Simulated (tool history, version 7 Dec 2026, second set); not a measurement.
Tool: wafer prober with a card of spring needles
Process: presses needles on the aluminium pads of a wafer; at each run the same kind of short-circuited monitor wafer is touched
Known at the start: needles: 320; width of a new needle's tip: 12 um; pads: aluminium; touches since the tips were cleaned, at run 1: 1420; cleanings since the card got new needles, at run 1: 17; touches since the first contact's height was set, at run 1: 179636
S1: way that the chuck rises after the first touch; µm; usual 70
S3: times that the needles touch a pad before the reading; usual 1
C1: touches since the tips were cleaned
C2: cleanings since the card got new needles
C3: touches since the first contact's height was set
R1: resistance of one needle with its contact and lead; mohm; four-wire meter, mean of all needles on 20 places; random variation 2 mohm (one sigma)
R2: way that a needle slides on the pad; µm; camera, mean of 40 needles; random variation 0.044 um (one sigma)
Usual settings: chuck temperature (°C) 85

{"run": 1, "hour": 0.0, "S1": 70, "chuck temperature (°C)": 85, "S3": 1, "C1": 1420, "C2": 17, "C3": 179636, "R1": 211, "R2": 14.36}
{"run": 2, "hour": 8.5, "S1": 70, "chuck temperature (°C)": 85, "S3": 1, "C1": 5576, "C2": 17, "C3": 183792, "R1": 209, "R2": 14.36}
{"hour": 15.7, "done": "tips cleaned on abrasive film"}
{"run": 3, "hour": 17.5, "S1": 70, "chuck temperature (°C)": 85, "S3": 1, "C1": 874, "C2": 18, "C3": 188136, "R1": 207, "R2": 14.4}
{"run": 4, "hour": 32.5, "S1": 70, "chuck temperature (°C)": 85, "S3": 1, "C1": 8171, "C2": 18, "C3": 195433, "R1": 213, "R2": 14.35}
{"hour": 33.9, "done": "tips cleaned on abrasive film"}
{"run": 5, "hour": 48.0, "S1": 70, "chuck temperature (°C)": 85, "S3": 1, "C1": 6863, "C2": 19, "C3": 202946, "R1": 207, "R2": 14.4}
{"hour": 51.8, "done": "tips cleaned on abrasive film"}
{"run": 6, "hour": 58.9, "S1": 70, "chuck temperature (°C)": 85, "S3": 1, "C1": 3435, "C2": 20, "C3": 208200, "R1": 212, "R2": 14.39}
{"hour": 70.4, "done": "tips cleaned on abrasive film"}
{"run": 7, "hour": 72.5, "S1": 70, "chuck temperature (°C)": 115, "S3": 1, "C1": 1051, "C2": 21, "C3": 214803, "R1": 216, "R2": 14.37}
{"run": 8, "hour": 85.9, "S1": 74, "chuck temperature (°C)": 59, "S3": 2, "C1": 7574, "C2": 21, "C3": 221326, "R1": 205, "R2": 15.27}
{"hour": 88.3, "done": "tips cleaned on abrasive film"}
{"run": 9, "hour": 96.8, "S1": 76, "chuck temperature (°C)": 85, "S3": 1, "C1": 4122, "C2": 22, "C3": 226567, "R1": 211, "R2": 15.61}
{"run": 10, "hour": 103.8, "S1": 50, "chuck temperature (°C)": 61, "S3": 1, "C1": 7552, "C2": 22, "C3": 229997, "R1": 209, "R2": 10.35}
{"hour": 107.0, "done": "tips cleaned on abrasive film"}
{"run": 11, "hour": 117.7, "S1": 60, "chuck temperature (°C)": 71, "S3": 1, "C1": 5179, "C2": 23, "C3": 236703, "R1": 208, "R2": 12.38}
{"hour": 124.8, "done": "tips cleaned on abrasive film"}
{"run": 12, "hour": 127.8, "S1": 55, "chuck temperature (°C)": 71, "S3": 3, "C1": 1476, "C2": 24, "C3": 241598, "R1": 207, "R2": 11.39}
{"run": 13, "hour": 140.9, "S1": 55, "chuck temperature (°C)": 71, "S3": 3, "C1": 7873, "C2": 24, "C3": 247995, "R1": 208, "R2": 11.43}
{"hour": 143.0, "done": "tips cleaned on abrasive film"}
{"hour": 145.6, "done": "height of the first contact set anew"}
{"run": 14, "hour": 157.5, "S1": 71, "chuck temperature (°C)": 33, "S3": 1, "C1": 6955, "C2": 25, "C3": 5794, "R1": 195, "R2": 14.71}

Forecast each of these 3 alternatives for the next run:
{"hour": 161.2, "done": "tips cleaned on abrasive film"}
{"run": "A", "hour": 168.1, "S1": 71, "chuck temperature (°C)": 65, "S3": 2, "C1": 3355, "C2": 26, "C3": 10916, "R1": "?", "R2": "?"}
{"hour": 161.2, "done": "tips cleaned on abrasive film"}
{"run": "B", "hour": 168.1, "S1": 65, "chuck temperature (°C)": 85, "S3": 1, "C1": 3355, "C2": 26, "C3": 10916, "R1": "?", "R2": "?"}
{"hour": 161.2, "done": "tips cleaned on abrasive film"}
{"run": "C", "hour": 168.1, "S1": 61, "chuck temperature (°C)": 38, "S3": 2, "C1": 3355, "C2": 26, "C3": 10916, "R1": "?", "R2": "?"}

run=A R1=205 R2=14.73
run=B R1=210 R2=13.48
run=C R1=197 R2=12.65
Without the tool's hidden state the same runs would have given:
run=A R1=205 R2=14.56
run=B R1=210 R2=13.32
run=C R1=197 R2=12.50
